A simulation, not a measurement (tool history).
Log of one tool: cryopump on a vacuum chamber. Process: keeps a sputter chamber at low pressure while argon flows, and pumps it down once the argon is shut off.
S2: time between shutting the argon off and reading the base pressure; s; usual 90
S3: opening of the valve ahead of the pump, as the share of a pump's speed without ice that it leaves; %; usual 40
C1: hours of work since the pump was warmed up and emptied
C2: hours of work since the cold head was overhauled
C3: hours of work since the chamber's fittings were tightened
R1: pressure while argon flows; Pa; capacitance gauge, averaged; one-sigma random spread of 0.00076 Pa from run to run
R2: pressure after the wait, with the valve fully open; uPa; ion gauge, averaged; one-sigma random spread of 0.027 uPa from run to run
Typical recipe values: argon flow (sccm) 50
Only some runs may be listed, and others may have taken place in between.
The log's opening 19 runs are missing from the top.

Run 20, hour 1127.6: usual settings but argon flow (sccm) 40, S2 39 s, S3 42 %; C1 334; C2 1352; C3 3185. Result: R1 0.1174 Pa, R2 3.36 uPa.
Run 21, hour 1199.8: usual settings but argon flow (sccm) 40, S2 39 s, S3 42 %; C1 385; C2 1402; C3 3235. Result: R1 0.1178 Pa, R2 3.52 uPa.
Run 22, hour 1257.2: usual settings but argon flow (sccm) 22, S2 26 s, S3 28 %; C1 425; C2 1442; C3 3275. Result: R1 0.0955 Pa, R2 4.61 uPa.
Run 23, hour 1305.2: usual settings but argon flow (sccm) 84, S2 26 s, S3 35 %; C1 458; C2 1475; C3 3309. Result: R1 0.2985 Pa, R2 4.61 uPa.
Run 24, hour 1344.5: usual settings but argon flow (sccm) 84, S2 26 s, S3 35 %; C1 486; C2 1503; C3 3336. Result: R1 0.2967 Pa, R2 4.68 uPa.
Run 25, hour 1410.2: usual settings but argon flow (sccm) 84, S2 26 s, S3 35 %; C1 531; C2 1549; C3 3382. Result: R1 0.2985 Pa, R2 4.69 uPa.
Run 26, hour 1492.6: usual settings but argon flow (sccm) 84, S2 222 s, S3 30 %; C1 589; C2 1606; C3 3439. Result: R1 0.3491 Pa, R2 1.73 uPa.
Run 27, hour 1541.6: usual settings but argon flow (sccm) 84, S2 222 s, S3 30 %; C1 623; C2 1640; C3 3474. Result: R1 0.352 Pa, R2 1.74 uPa.
Run 28, hour 1627.4: usual settings but argon flow (sccm) 84, S2 222 s, S3 30 %; C1 683; C2 1700; C3 3533. Result: R1 0.356 Pa, R2 1.79 uPa.
Run 29, hour 1693.5: usual settings but argon flow (sccm) 31, S2 222 s, S3 30 %; C1 729; C2 1746; C3 3580. Result: R1 0.1316 Pa, R2 1.8 uPa.
Run 30, hour 1743.4: usual settings but argon flow (sccm) 38, S2 30 s, S3 37 %; C1 764; C2 1781; C3 3614. Result: R1 0.1342 Pa, R2 4.4 uPa.
Run 31, hour 1804.3: usual settings but argon flow (sccm) 38, S2 30 s, S3 37 %; C1 806; C2 1824; C3 3657. Result: R1 0.136 Pa, R2 4.45 uPa.
Run 32, hour 1867.2: usual settings but argon flow (sccm) 88, S2 105 s, S3 58 %; C1 850; C2 1867; C3 3701. Result: R1 0.2157 Pa, R2 2.34 uPa.
Run 33, hour 1904.4: usual settings but argon flow (sccm) 88, S2 105 s, S3 58 %; C1 876; C2 1893; C3 3727. Result: R1 0.2175 Pa, R2 2.41 uPa.

Here are 5 independent what-if runs from the current tool condition. What would each one return?
Run A, hour 1971.6: usual settings but argon flow (sccm) 83, S2 33 s; C1 923; C2 1940; C3 3774. Result: R1 ?, R2 ?.
Run B, hour 1971.6: usual settings but argon flow (sccm) 30, S2 235 s, S3 58 %; C1 923; C2 1940; C3 3774. Result: R1 ?, R2 ?.
Run C, hour 1971.6: usual settings but argon flow (sccm) 100, S2 105 s, S3 30 %; C1 923; C2 1940; C3 3774. Result: R1 ?, R2 ?.
Run D, hour 1971.6: usual settings but argon flow (sccm) 29, S2 105 s, S3 58 %; C1 923; C2 1940; C3 3774. Result: R1 ?, R2 ?.
Run E, hour 1971.6: usual settings but S2 154 s, S3 48 %; C1 923; C2 1940; C3 3774. Result: R1 ?, R2 ?.

run      R1    R2
  A   0.285  4.36
  B  0.0756  2.03
  C  0.4406  2.41
  D   0.073  2.44
  E  0.1474   2.2
Without the tool's unlogged condition, the same runs would have read:
run      R1    R2
  A  0.2409  2.94
  B  0.0596  0.59
  C  0.3873  1.02
  D  0.0576  1.05
  E  0.1209  0.76
